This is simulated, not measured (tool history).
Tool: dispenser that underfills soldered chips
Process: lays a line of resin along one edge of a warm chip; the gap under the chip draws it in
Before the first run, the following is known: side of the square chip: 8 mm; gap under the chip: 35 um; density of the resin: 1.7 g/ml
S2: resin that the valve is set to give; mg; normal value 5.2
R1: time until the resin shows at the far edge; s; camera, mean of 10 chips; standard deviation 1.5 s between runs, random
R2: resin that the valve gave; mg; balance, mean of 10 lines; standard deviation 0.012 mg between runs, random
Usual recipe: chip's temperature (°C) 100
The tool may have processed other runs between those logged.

Run 1, hour 0: usual settings. Result: R1 154.6 s, R2 5.03 mg.
Run 2, hour 4.1: usual settings. Result: R1 194.3 s, R2 5 mg.
Run 3, hour 7.7: usual settings but S2 6.6 mg. Result: R1 229.2 s, R2 6.35 mg.
At hour 8.5: new syringe of resin.
At hour 12.1: dispensing valve cleaned and set on the balance.
Run 4, hour 13.7: usual settings but S2 4.74 mg. Result: R1 191.9 s, R2 4.73 mg.
At hour 18.6: new syringe of resin.
Run 5, hour 19.3: usual settings but S2 4.74 mg. Result: R1 161.5 s, R2 4.73 mg.
Run 6, hour 22.6: usual settings. Result: R1 187.9 s, R2 5.17 mg.
Run 7, hour 25.1: usual settings. Result: R1 214 s, R2 5.17 mg.
At hour 28: new syringe of resin.
Run 8, hour 30.5: usual settings. Result: R1 169.4 s, R2 5.15 mg.
Run 9, hour 35.7: usual settings. Result: R1 231.7 s, R2 5.17 mg.
At hour 37.2: new syringe of resin.
Run 10, hour 38.5: usual settings. Result: R1 161 s, R2 5.17 mg.
Run 11, hour 43.2: usual settings. Result: R1 215.9 s, R2 5.14 mg.
At hour 46.1: new syringe of resin.
Run 12, hour 46.9: usual settings. Result: R1 156.5 s, R2 5.15 mg.
Run 13, hour 51: usual settings. Result: R1 196 s, R2 5.13 mg.
Run 14, hour 54.2: usual settings. Result: R1 236.7 s, R2 5.12 mg.
At hour 55.2: new syringe of resin.
Run 15, hour 57.5: usual settings. Result: R1 169.2 s, R2 5.11 mg.
Run 16, hour 61.4: usual settings but chip's temperature (°C) 107. Result: R1 170.7 s, R2 5.07 mg.
At hour 64.2: new syringe of resin.
Run 17, hour 66: usual settings but chip's temperature (°C) 92. Result: R1 208.7 s, R2 5.08 mg.
Run 18, hour 70: usual settings but S2 4.74 mg. Result: R1 212.6 s, R2 4.62 mg.
At hour 73.2: new syringe of resin.
Run 19, hour 73.6: usual settings but chip's temperature (°C) 88, S2 6.49 mg. Result: R1 211.2 s, R2 6.33 mg.
Run 20, hour 77.6: usual settings but S2 5.89 mg. Result: R1 190.4 s, R2 5.75 mg.
Run 21, hour 81.1: usual settings but chip's temperature (°C) 102, S2 4.87 mg. Result: R1 228.8 s, R2 4.74 mg.
At hour 82.2: new syringe of resin.
Run 22, hour 86.1: usual settings but chip's temperature (°C) 102, S2 4.87 mg. Result: R1 176.8 s, R2 4.72 mg.
At hour 91.1: new syringe of resin.
Run 23, hour 91.3: usual settings but chip's temperature (°C) 102, S2 4.87 mg. Result: R1 145.7 s, R2 4.71 mg.
Run 24, hour 95.5: usual settings but chip's temperature (°C) 99, S2 6.26 mg. Result: R1 192.3 s, R2 6.05 mg.
At hour 100: new syringe of resin.
Run 25, hour 100.5: usual settings but chip's temperature (°C) 99, S2 6.26 mg. Result: R1 151 s, R2 6.02 mg.
Run 26, hour 103.2: usual settings but chip's temperature (°C) 111, S2 5.3 mg. Result: R1 131.4 s, R2 5.09 mg.
At hour 104.5: dispensing valve cleaned and set on the balance.
Run 27, hour 108.9: usual settings but chip's temperature (°C) 90, S2 6.49 mg. Result: R1 301.9 s, R2 6.48 mg.
At hour 110: new syringe of resin.
Run 28, hour 114.7: usual settings but chip's temperature (°C) 90, S2 6.49 mg. Result: R1 251.3 s, R2 6.45 mg.
Run 29, hour 117.2: usual settings but chip's temperature (°C) 90, S2 6.49 mg. Result: R1 290.1 s, R2 6.45 mg.
At hour 119.1: new syringe of resin.
Run 30, hour 122.1: usual settings but chip's temperature (°C) 90, S2 6.49 mg. Result: R1 224.6 s, R2 6.41 mg.
Run 31, hour 125.1: usual settings but chip's temperature (°C) 103, S2 4.4 mg. Result: R1 203.8 s, R2 4.35 mg.
At hour 128.1: new syringe of resin.
Run 32, hour 128.1: usual settings but chip's temperature (°C) 107, S2 5.71 mg. Result: R1 115.7 s, R2 5.65 mg.
Run 33, hour 131.6: usual settings but chip's temperature (°C) 104. Result: R1 155.1 s, R2 5.15 mg.
At hour 137: new syringe of resin.
Run 34, hour 137.1: usual settings but chip's temperature (°C) 104. Result: R1 131.4 s, R2 5.13 mg.
Run 35, hour 141.7: usual settings but chip's temperature (°C) 113, S2 5.38 mg. Result: R1 133.9 s, R2 5.27 mg.
At hour 146.2: new syringe of resin.
Run 36, hour 147.6: usual settings but chip's temperature (°C) 113, S2 5.38 mg. Result: R1 109.8 s, R2 5.3 mg.

3 options for the next run, each taken on its own from the tool as it stands now. Forecast them:
Run A, hour 150.9: usual settings but chip's temperature (°C) 113, S2 5.11 mg. Result: R1 ?, R2 ?.
Run B, hour 150.9: usual settings but chip's temperature (°C) 91, S2 6.07 mg. Result: R1 ?, R2 ?.
Run C, hour 150.9: usual settings but chip's temperature (°C) 107, S2 5.4 mg. Result: R1 ?, R2 ?.

run     R1    R2
  A  136.4  5.01
  B  243.9  5.96
  C  156.5   5.3
With no hidden state in the tool, these same runs would have given:
run     R1    R2
  A    104  5.12
  B    187  6.09
  C  119.7  5.41

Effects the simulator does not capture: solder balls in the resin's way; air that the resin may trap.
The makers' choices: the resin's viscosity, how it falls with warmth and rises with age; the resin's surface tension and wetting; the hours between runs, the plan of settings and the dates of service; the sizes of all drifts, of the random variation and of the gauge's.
